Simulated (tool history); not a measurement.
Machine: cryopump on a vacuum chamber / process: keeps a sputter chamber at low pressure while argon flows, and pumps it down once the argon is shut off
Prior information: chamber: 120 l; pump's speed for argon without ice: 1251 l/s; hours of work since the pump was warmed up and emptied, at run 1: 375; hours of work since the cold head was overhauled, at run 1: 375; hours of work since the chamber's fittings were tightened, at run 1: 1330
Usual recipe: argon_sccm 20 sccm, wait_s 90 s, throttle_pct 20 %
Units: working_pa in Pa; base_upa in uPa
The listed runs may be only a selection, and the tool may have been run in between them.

| run | hour | argon_sccm | wait_s | throttle_pct | hours of work since the pump was warmed up and emptied | hours of work since the cold head was overhauled | hours of work since the chamber's fittings were tightened | working_pa | base_upa |
|---|---|---|---|---|---|---|---|---|---|
| 1 | 0 | 20 | 90 | 20 | 375 | 375 | 1330 | 0.1391 | 1.63 |
| 2 | 49 | 20 | 90 | 20 | 401 | 401 | 1356 | 0.1379 | 1.57 |
| 3 | 108.4 | 33 | 90 | 20 | 433 | 433 | 1388 | 0.2325 | 1.61 |
| 4 | 148.5 | 33 | 90 | 20 | 454 | 454 | 1409 | 0.2321 | 1.69 |
| 5 | 176.3 | 33 | 90 | 40 | 469 | 469 | 1424 | 0.1192 | 1.57 |
| 6 | 223.5 | 33 | 90 | 16 | 495 | 495 | 1449 | 0.2867 | 1.68 |
| 7 | 257.7 | 33 | 90 | 16 | 513 | 513 | 1467 | 0.2898 | 1.63 |
| 8 | 320.2 | 33 | 90 | 16 | 546 | 546 | 1501 | 0.2873 | 1.71 |
| 9 | 367.2 | 33 | 90 | 16 | 571 | 571 | 1526 | 0.2895 | 1.68 |
|  | 383.9 | pump warmed up, emptied and cooled again |
| 10 | 398.4 | 33 | 90 | 16 | 8 | 585 | 1540 | 0.28 | 1.59 |
| 11 | 424.3 | 33 | 90 | 16 | 22 | 599 | 1554 | 0.2809 | 1.58 |
| 12 | 478.6 | 20 | 90 | 20 | 51 | 628 | 1583 | 0.1364 | 1.62 |
| 13 | 512.7 | 20 | 90 | 20 | 69 | 647 | 1601 | 0.1368 | 1.59 |
| 14 | 570.8 | 20 | 90 | 20 | 100 | 678 | 1632 | 0.1368 | 1.62 |
| 15 | 618.7 | 20 | 90 | 20 | 126 | 703 | 1658 | 0.1355 | 1.55 |
| 16 | 661.6 | 20 | 90 | 20 | 149 | 726 | 1681 | 0.1362 | 1.66 |
| 17 | 702.7 | 20 | 90 | 20 | 171 | 748 | 1703 | 0.1361 | 1.58 |
| 18 | 750.4 | 15 | 90 | 43 | 196 | 774 | 1728 | 0.0489 | 1.62 |
| 19 | 781.7 | 15 | 90 | 43 | 213 | 790 | 1745 | 0.0482 | 1.62 |
| 20 | 840.7 | 11 | 90 | 21 | 244 | 822 | 1777 | 0.0719 | 1.65 |
| 21 | 881.3 | 28 | 32 | 43 | 266 | 844 | 1798 | 0.0918 | 3.68 |
| 22 | 937.7 | 28 | 32 | 43 | 296 | 874 | 1828 | 0.0911 | 3.67 |
| 23 | 996.8 | 28 | 32 | 43 | 328 | 906 | 1860 | 0.0925 | 3.76 |
| 24 | 1034 | 28 | 32 | 43 | 348 | 925 | 1880 | 0.0934 | 3.74 |
| 25 | 1063.8 | 36 | 26 | 26 | 364 | 941 | 1896 | 0.1936 | 4.42 |
| 26 | 1106.6 | 36 | 26 | 26 | 387 | 964 | 1919 | 0.1951 | 4.37 |
| 27 | 1143.9 | 36 | 26 | 26 | 407 | 984 | 1939 | 0.1933 | 4.46 |
| 28 | 1183 | 20 | 29 | 20 | 427 | 1005 | 1960 | 0.1382 | 4.09 |
| 29 | 1219 | 20 | 28 | 33 | 447 | 1024 | 1979 | 0.0863 | 4.2 |
| 30 | 1249.2 | 36 | 232 | 35 | 463 | 1041 | 1995 | 0.1481 | 1.01 |
| 31 | 1289.6 | 39 | 155 | 33 | 485 | 1062 | 2017 | 0.1691 | 1.25 |
| 32 | 1317.1 | 13 | 155 | 42 | 499 | 1077 | 2031 | 0.0453 | 1.29 |
| 33 | 1375.9 | 13 | 155 | 42 | 531 | 1108 | 2063 | 0.0456 | 1.33 |
| 34 | 1431.9 | 27 | 90 | 20 | 561 | 1138 | 2093 | 0.1902 | 1.84 |

Branching from run 34: 4 alternative next runs. What would each branch give?
|  | 1469.8 | pump warmed up, emptied and cooled again |
| A | 1498.3 | 27 | 90 | 20 | 15 | 1171 | 2126 | ? | ? |
|  | 1469.8 | pump warmed up, emptied and cooled again |
| B | 1498.3 | 20 | 262 | 40 | 15 | 1171 | 2126 | ? | ? |
|  | 1469.8 | pump warmed up, emptied and cooled again |
| C | 1498.3 | 13 | 79 | 20 | 15 | 1171 | 2126 | ? | ? |
|  | 1469.8 | pump warmed up, emptied and cooled again |
| D | 1498.3 | 28 | 57 | 16 | 15 | 1171 | 2126 | ? | ? |

| run | working_pa | base_upa |
|---|---|---|
| A | 0.1835 | 1.7 |
| B | 0.0684 | 0.97 |
| C | 0.0875 | 1.82 |
| D | 0.2365 | 2.25 |
With the hidden condition removed and each run's random variation left untouched, the same runs would have given:
| run | working_pa | base_upa |
|---|---|---|
| A | 0.1826 | 1.39 |
| B | 0.0677 | 0.66 |
| C | 0.087 | 1.51 |
| D | 0.2355 | 1.95 |

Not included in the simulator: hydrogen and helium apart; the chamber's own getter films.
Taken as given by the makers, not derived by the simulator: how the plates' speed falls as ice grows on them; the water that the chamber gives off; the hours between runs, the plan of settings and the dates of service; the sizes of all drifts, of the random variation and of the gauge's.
